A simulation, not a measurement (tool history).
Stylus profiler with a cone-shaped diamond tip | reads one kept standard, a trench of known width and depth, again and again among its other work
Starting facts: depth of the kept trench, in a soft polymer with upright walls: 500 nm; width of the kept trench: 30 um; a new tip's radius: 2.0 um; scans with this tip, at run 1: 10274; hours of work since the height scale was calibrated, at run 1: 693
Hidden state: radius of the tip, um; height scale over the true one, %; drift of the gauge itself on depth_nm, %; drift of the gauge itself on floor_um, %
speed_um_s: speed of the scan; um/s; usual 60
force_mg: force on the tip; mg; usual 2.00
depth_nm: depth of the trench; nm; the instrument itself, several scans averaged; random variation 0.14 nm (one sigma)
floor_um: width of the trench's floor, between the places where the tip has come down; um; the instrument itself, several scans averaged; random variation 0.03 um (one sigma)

run,hour,speed_um_s,force_mg,scans with this tip,hours of work since the height scale was calibrated,depth_nm,floor_um
1,0.0,60,2.00,10274,693,505.21,25.51
2,18.3,60,2.00,10463,706,505.53,25.51
3,39.3,60,2.00,10681,721,505.26,25.51
4,58.9,60,2.00,10883,735,505.29,25.48
5,72.6,167,2.00,11025,744,505.44,25.09
6,99.3,167,2.00,11302,763,505.04,25.06
7,113.3,167,2.00,11446,773,505.27,25.00
8,129.2,167,2.00,11611,784,505.28,25.05
9,157.0,167,2.00,11899,803,505.30,25.02
10,179.5,167,2.00,12131,819,504.94,24.94
11,195.0,60,2.00,12292,830,504.82,25.31
12,225.0,161,2.00,12602,851,505.26,24.96
13,254.0,161,2.00,12902,871,505.08,24.90
14,271.3,161,1.44,13081,883,503.59,24.71
15,296.0,60,2.00,13337,900,504.91,25.14
16,310.5,139,2.00,13487,910,504.94,24.89
17,333.4,60,2.00,13724,926,505.17,25.09
18,355.5,60,2.00,13952,942,505.07,25.10
19,373.9,16,2.00,14143,955,504.79,25.28
20,406.1,60,0.90,14476,977,501.90,24.91
21,421.7,60,0.90,14637,988,502.06,24.93
22,446.6,60,0.90,14895,1005,501.98,24.88
# hour 457.9: new tip fitted, height scale calibrated
23,472.1,60,0.90,147,10,503.55,26.97
24,503.8,60,0.90,475,32,503.60,26.94
25,536.2,60,0.90,811,55,503.58,26.80
26,562.9,51,5.65,1087,73,513.08,27.06
27,591.9,51,1.03,1387,94,503.69,26.86
28,617.8,131,2.68,1655,112,507.76,26.64
# hour 620.2: height scale calibrated on a step standard
29,644.7,155,0.81,1928,17,503.40,26.05
30,658.5,147,3.47,2071,27,509.23,26.58
31,672.7,167,2.00,2218,37,505.97,26.33
32,690.3,167,2.00,2400,49,505.77,26.30
# hour 696.0: height scale calibrated on a step standard, once more
33,711.9,167,2.00,2618,11,506.57,26.30
34,742.7,67,2.52,2936,33,507.59,26.57
35,761.0,95,4.53,3126,45,511.13,26.51
36,788.9,96,0.99,3415,65,503.64,26.22
37,814.4,28,0.86,3679,83,503.40,26.52
38,834.5,37,0.70,3886,97,502.99,26.40
39,863.7,25,2.78,4189,117,507.98,26.58

Measured result minus the same run's result without the hidden state. Both carry the same run-to-run variation, though not necessarily the same gauge scatter:
run,depth_nm,floor_um
1,-1.26,-1.61
2,-1.28,-1.63
3,-1.30,-1.66
4,-1.33,-1.68
5,-1.34,-1.69
6,-1.38,-1.73
7,-1.39,-1.74
8,-1.41,-1.76
9,-1.45,-1.80
10,-1.48,-1.82
11,-1.50,-1.84
12,-1.54,-1.87
13,-1.58,-1.91
14,-1.60,-1.93
15,-1.63,-1.96
16,-1.64,-1.97
17,-1.68,-2.00
18,-1.70,-2.03
19,-1.73,-2.05
20,-1.76,-2.08
21,-1.77,-2.10
22,-1.80,-2.13
23,-0.08,-0.07
24,-0.12,-0.12
25,-0.17,-0.19
26,-0.20,-0.24
27,-0.23,-0.28
28,-0.26,-0.33
29,-0.36,-0.37
30,-0.37,-0.41
31,-0.40,-0.43
32,-0.42,-0.46
33,-0.06,-0.49
34,-0.10,-0.54
35,-0.12,-0.57
36,-0.16,-0.62
37,-0.19,-0.65
38,-0.22,-0.69
39,-0.25,-0.73
